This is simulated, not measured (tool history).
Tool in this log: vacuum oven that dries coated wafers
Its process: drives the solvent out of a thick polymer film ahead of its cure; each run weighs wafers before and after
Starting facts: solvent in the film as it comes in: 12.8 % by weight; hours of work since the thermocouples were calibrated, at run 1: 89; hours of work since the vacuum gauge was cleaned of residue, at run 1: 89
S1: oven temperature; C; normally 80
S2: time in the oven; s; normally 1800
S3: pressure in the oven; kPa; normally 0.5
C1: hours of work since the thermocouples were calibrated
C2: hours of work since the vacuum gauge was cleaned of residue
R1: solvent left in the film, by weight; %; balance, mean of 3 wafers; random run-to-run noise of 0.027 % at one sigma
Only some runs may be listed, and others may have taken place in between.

Run 1, hour 0: usual settings; C1 89; C2 89. Result: R1 0.62 %.
Run 2, hour 60.8: usual settings but S3 1.148 kPa; C1 126; C2 126. Result: R1 0.76 %.
Run 3, hour 146.6: usual settings but S3 0.326 kPa; C1 177; C2 177. Result: R1 0.55 %.
Run 4, hour 198.6: usual settings but S3 0.326 kPa; C1 208; C2 208. Result: R1 0.54 %.
Run 5, hour 279.6: usual settings but S3 0.326 kPa; C1 256; C2 256. Result: R1 0.5 %.
Run 6, hour 318.5: usual settings but S3 0.326 kPa; C1 279; C2 279. Result: R1 0.49 %.
Run 7, hour 396: usual settings but S3 0.326 kPa; C1 325; C2 325. Result: R1 0.52 %.
Run 8, hour 469.2: usual settings but S3 1.37 kPa; C1 369; C2 369. Result: R1 0.78 %.
Run 9, hour 507.8: usual settings but S3 1.37 kPa; C1 392; C2 392. Result: R1 0.8 %.
Run 10, hour 562.5: usual settings; C1 424; C2 424. Result: R1 0.55 %.
Run 11, hour 630.1: usual settings but S2 3120 s; C1 465; C2 465. Result: R1 0.25 %.
Run 12, hour 698.6: usual settings but S2 3120 s; C1 505; C2 505. Result: R1 0.25 %.
Run 13, hour 750.1: usual settings but S2 3120 s; C1 536; C2 536. Result: R1 0.23 %.
Run 14, hour 825.7: usual settings but S2 3120 s; C1 581; C2 581. Result: R1 0.17 %.
Run 15, hour 868.6: usual settings but S2 3120 s; C1 607; C2 607. Result: R1 0.22 %.
Run 16, hour 919.9: usual settings but S2 3120 s; C1 637; C2 637. Result: R1 0.22 %.
Run 17, hour 963.4: usual settings; C1 663; C2 663. Result: R1 0.57 %.
Run 18, hour 1029.5: usual settings; C1 703; C2 703. Result: R1 0.59 %.
Run 19, hour 1067.4: usual settings but S1 81 C; C1 725; C2 725. Result: R1 0.52 %.
Run 20, hour 1112.7: usual settings but S1 88 C; C1 752; C2 752. Result: R1 0.21 %.
Run 21, hour 1176.8: usual settings but S2 1140 s; C1 790; C2 790. Result: R1 1.39 %.
Run 22, hour 1240.2: usual settings but S2 1140 s; C1 828; C2 828. Result: R1 1.41 %.
Run 23, hour 1314.8: usual settings but S2 1140 s; C1 873; C2 873. Result: R1 1.43 %.
Run 24, hour 1391.3: usual settings but S1 89 C, S2 960 s, S3 0.52 kPa; C1 918; C2 918. Result: R1 0.57 %.
Run 25, hour 1439.9: usual settings but S1 89 C, S2 960 s, S3 0.52 kPa; C1 947; C2 947. Result: R1 0.63 %.
Run 26, hour 1520.7: usual settings but S3 0.866 kPa; C1 995; C2 995. Result: R1 0.69 %.
Run 27, hour 1562.2: usual settings but S1 68 C; C1 1020; C2 1020. Result: R1 2.48 %.
Run 28, hour 1637: usual settings but S1 68 C; C1 1065; C2 1065. Result: R1 2.45 %.
Run 29, hour 1676: usual settings but S1 83 C, S2 2520 s, S3 1.981 kPa; C1 1088; C2 1088. Result: R1 0.61 %.
Run 30, hour 1723.4: usual settings but S1 83 C, S2 2520 s, S3 1.981 kPa; C1 1116; C2 1116. Result: R1 0.68 %.
Run 31, hour 1799.4: usual settings but S2 2340 s; C1 1161; C2 1161. Result: R1 0.36 %.
At hour 1829: oven's thermocouples calibrated.
Run 32, hour 1881.3: usual settings but S1 87 C, S3 1.051 kPa; C1 31; C2 1209. Result: R1 0.39 %.
Run 33, hour 1961: usual settings but S1 87 C, S2 1320 s, S3 0.815 kPa; C1 79; C2 1256. Result: R1 0.57 %.

Forecast run 34:
Run 34, hour 2030.2: usual settings but S1 79 C, S2 2940 s, S3 0.67 kPa; C1 120; C2 1298. Result: R1 ?.

R1: 0.45 %
On a tool with no hidden condition, and with the same random variation, this run would have come out at R1 0.29 %.
